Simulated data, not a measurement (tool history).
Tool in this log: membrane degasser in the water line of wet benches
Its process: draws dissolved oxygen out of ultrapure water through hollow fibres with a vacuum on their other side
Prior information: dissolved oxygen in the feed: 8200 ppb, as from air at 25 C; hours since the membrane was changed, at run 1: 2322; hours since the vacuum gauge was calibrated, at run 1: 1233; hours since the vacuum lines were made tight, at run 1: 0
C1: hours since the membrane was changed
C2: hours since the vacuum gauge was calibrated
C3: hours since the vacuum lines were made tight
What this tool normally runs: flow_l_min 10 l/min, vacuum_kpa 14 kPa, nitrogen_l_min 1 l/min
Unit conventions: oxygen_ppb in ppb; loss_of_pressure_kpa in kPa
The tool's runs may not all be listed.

run 1 hour=0 | flow_l_min=10 vacuum_kpa=14 nitrogen_l_min=1 | C1=2322 C2=1233 C3=0 | oxygen_ppb=258.5 loss_of_pressure_kpa=66.23
run 2 hour=190.8 | flow_l_min=10 vacuum_kpa=14 nitrogen_l_min=1 | C1=2513 C2=1424 C3=191 | oxygen_ppb=260.6 loss_of_pressure_kpa=66.49
run 3 hour=327.2 | flow_l_min=10 vacuum_kpa=14 nitrogen_l_min=1 | C1=2650 C2=1560 C3=327 | oxygen_ppb=260.3 loss_of_pressure_kpa=66.43
run 4 hour=500.3 | flow_l_min=10 vacuum_kpa=14 nitrogen_l_min=1 | C1=2823 C2=1733 C3=500 | oxygen_ppb=260.5 loss_of_pressure_kpa=66.14
run 5 hour=708 | flow_l_min=10 vacuum_kpa=14 nitrogen_l_min=1 | C1=3030 C2=1941 C3=708 | oxygen_ppb=260.6 loss_of_pressure_kpa=66.65
run 6 hour=907.9 | flow_l_min=10 vacuum_kpa=14 nitrogen_l_min=1 | C1=3230 C2=2141 C3=908 | oxygen_ppb=263.4 loss_of_pressure_kpa=66.56
run 7 hour=1071.5 | flow_l_min=10 vacuum_kpa=14 nitrogen_l_min=1 | C1=3394 C2=2305 C3=1072 | oxygen_ppb=263.3 loss_of_pressure_kpa=66.59
run 8 hour=1250.7 | flow_l_min=10 vacuum_kpa=14 nitrogen_l_min=1 | C1=3573 C2=2484 C3=1251 | oxygen_ppb=262 loss_of_pressure_kpa=66.64
run 9 hour=1459.3 | flow_l_min=10 vacuum_kpa=14 nitrogen_l_min=1 | C1=3782 C2=2692 C3=1459 | oxygen_ppb=263.2 loss_of_pressure_kpa=66.88
run 10 hour=1573.6 | flow_l_min=10 vacuum_kpa=14 nitrogen_l_min=1 | C1=3896 C2=2807 C3=1574 | oxygen_ppb=262.6 loss_of_pressure_kpa=67.06
run 11 hour=1709.9 | flow_l_min=10 vacuum_kpa=14 nitrogen_l_min=1 | C1=4032 C2=2943 C3=1710 | oxygen_ppb=263.4 loss_of_pressure_kpa=67.29
run 12 hour=1928.3 | flow_l_min=10 vacuum_kpa=14 nitrogen_l_min=1 | C1=4251 C2=3161 C3=1928 | oxygen_ppb=263.4 loss_of_pressure_kpa=67.35
run 13 hour=2054.5 | flow_l_min=10 vacuum_kpa=18.1 nitrogen_l_min=1 | C1=4377 C2=3288 C3=2054 | oxygen_ppb=358.1 loss_of_pressure_kpa=67.35
run 14 hour=2145.6 | flow_l_min=10 vacuum_kpa=18.1 nitrogen_l_min=1 | C1=4468 C2=3379 C3=2146 | oxygen_ppb=357.3 loss_of_pressure_kpa=67.75
run 15 hour=2251.7 | flow_l_min=10 vacuum_kpa=14 nitrogen_l_min=1 | C1=4574 C2=3485 C3=2252 | oxygen_ppb=266.4 loss_of_pressure_kpa=67.53
run 16 hour=2454.3 | flow_l_min=10 vacuum_kpa=14 nitrogen_l_min=1 | C1=4777 C2=3687 C3=2454 | oxygen_ppb=264.2 loss_of_pressure_kpa=67.86
run 17 hour=2598.8 | flow_l_min=11 vacuum_kpa=9.7 nitrogen_l_min=0.74 | C1=4921 C2=3832 C3=2599 | oxygen_ppb=242.6 loss_of_pressure_kpa=75.11
run 18 hour=2782 | flow_l_min=7 vacuum_kpa=13.5 nitrogen_l_min=1 | C1=5104 C2=4015 C3=2782 | oxygen_ppb=178.8 loss_of_pressure_kpa=47.49
run 19 hour=2907.1 | flow_l_min=8 vacuum_kpa=17.9 nitrogen_l_min=1 | C1=5230 C2=4140 C3=2907 | oxygen_ppb=285.8 loss_of_pressure_kpa=54.71
-- hour=2942.4 vacuum gauge calibrated
run 20 hour=3013.5 | flow_l_min=13 vacuum_kpa=15.3 nitrogen_l_min=2.7 | C1=5335 C2=71 C3=3013 | oxygen_ppb=180.6 loss_of_pressure_kpa=89.08
run 21 hour=3224.5 | flow_l_min=8 vacuum_kpa=9.2 nitrogen_l_min=0.84 | C1=5546 C2=282 C3=3224 | oxygen_ppb=141 loss_of_pressure_kpa=54.77
run 22 hour=3387.7 | flow_l_min=8 vacuum_kpa=14 nitrogen_l_min=1 | C1=5710 C2=445 C3=3387 | oxygen_ppb=211.3 loss_of_pressure_kpa=54.84
run 23 hour=3506.7 | flow_l_min=15 vacuum_kpa=9.9 nitrogen_l_min=2.72 | C1=5829 C2=564 C3=3506 | oxygen_ppb=159.9 loss_of_pressure_kpa=102.23
run 24 hour=3693.3 | flow_l_min=10 vacuum_kpa=14 nitrogen_l_min=2.9 | C1=6015 C2=751 C3=3693 | oxygen_ppb=104.7 loss_of_pressure_kpa=68.7
run 25 hour=3884.8 | flow_l_min=10 vacuum_kpa=9.5 nitrogen_l_min=0.61 | C1=6207 C2=942 C3=3884 | oxygen_ppb=248.2 loss_of_pressure_kpa=68.51
run 26 hour=3991.9 | flow_l_min=9 vacuum_kpa=8.9 nitrogen_l_min=1 | C1=6314 C2=1050 C3=3991 | oxygen_ppb=132.4 loss_of_pressure_kpa=61.88
run 27 hour=4119.9 | flow_l_min=9 vacuum_kpa=8.9 nitrogen_l_min=1 | C1=6442 C2=1177 C3=4119 | oxygen_ppb=132.7 loss_of_pressure_kpa=61.79
run 28 hour=4320.2 | flow_l_min=9 vacuum_kpa=8.9 nitrogen_l_min=1 | C1=6642 C2=1378 C3=4320 | oxygen_ppb=133.3 loss_of_pressure_kpa=61.62
run 29 hour=4493 | flow_l_min=13 vacuum_kpa=8.9 nitrogen_l_min=1.35 | C1=6815 C2=1551 C3=4492 | oxygen_ppb=173.9 loss_of_pressure_kpa=89.5
-- hour=4558.3 seals of the vacuum lines changed
run 30 hour=4681.5 | flow_l_min=13 vacuum_kpa=9.4 nitrogen_l_min=1.95 | C1=7001 C2=1737 C3=123 | oxygen_ppb=142.6 loss_of_pressure_kpa=89.66
run 31 hour=4851.3 | flow_l_min=13 vacuum_kpa=9.4 nitrogen_l_min=1.95 | C1=7171 C2=1907 C3=293 | oxygen_ppb=143.8 loss_of_pressure_kpa=90.2
run 32 hour=5055.2 | flow_l_min=10 vacuum_kpa=10.4 nitrogen_l_min=0.42 | C1=7375 C2=2111 C3=497 | oxygen_ppb=382.2 loss_of_pressure_kpa=68.92

The same runs without the tool's hidden state, with the same run-to-run variation:
What the log doesn't record here: membrane still open, %; true pressure behind the membrane over the reading, kPa; air that leaks in behind the membrane, l/min; drift of the gauge itself on oxygen_ppb, %; drift of the gauge itself on loss_of_pressure_kpa, %.
run=1 oxygen_ppb=255.4 loss_of_pressure_kpa=64.9
run=2 oxygen_ppb=257 loss_of_pressure_kpa=65.03
run=3 oxygen_ppb=256.3 loss_of_pressure_kpa=64.9
run=4 oxygen_ppb=256 loss_of_pressure_kpa=64.51
run=5 oxygen_ppb=255.6 loss_of_pressure_kpa=64.88
run=6 oxygen_ppb=257.8 loss_of_pressure_kpa=64.66
run=7 oxygen_ppb=257.2 loss_of_pressure_kpa=64.6
run=8 oxygen_ppb=255.5 loss_of_pressure_kpa=64.54
run=9 oxygen_ppb=256.2 loss_of_pressure_kpa=64.66
run=10 oxygen_ppb=255.3 loss_of_pressure_kpa=64.77
run=11 oxygen_ppb=255.7 loss_of_pressure_kpa=64.91
run=12 oxygen_ppb=255.1 loss_of_pressure_kpa=64.83
run=13 oxygen_ppb=348.5 loss_of_pressure_kpa=64.75
run=14 oxygen_ppb=347.4 loss_of_pressure_kpa=65.09
run=15 oxygen_ppb=257.2 loss_of_pressure_kpa=64.81
run=16 oxygen_ppb=254.6 loss_of_pressure_kpa=65
run=17 oxygen_ppb=230.5 loss_of_pressure_kpa=71.86
run=18 oxygen_ppb=171.4 loss_of_pressure_kpa=45.35
run=19 oxygen_ppb=275.8 loss_of_pressure_kpa=52.19
run=20 oxygen_ppb=168.9 loss_of_pressure_kpa=84.89
run=21 oxygen_ppb=135.1 loss_of_pressure_kpa=52.1
run=22 oxygen_ppb=203.7 loss_of_pressure_kpa=52.08
run=23 oxygen_ppb=141.6 loss_of_pressure_kpa=96.98
run=24 oxygen_ppb=98.3 loss_of_pressure_kpa=65.07
run=25 oxygen_ppb=236.7 loss_of_pressure_kpa=64.77
run=26 oxygen_ppb=124.7 loss_of_pressure_kpa=58.43
run=27 oxygen_ppb=124.8 loss_of_pressure_kpa=58.27
run=28 oxygen_ppb=124.9 loss_of_pressure_kpa=58
run=29 oxygen_ppb=156.6 loss_of_pressure_kpa=84.11
run=30 oxygen_ppb=127.6 loss_of_pressure_kpa=84.14
run=31 oxygen_ppb=128.3 loss_of_pressure_kpa=84.5
run=32 oxygen_ppb=368 loss_of_pressure_kpa=64.43
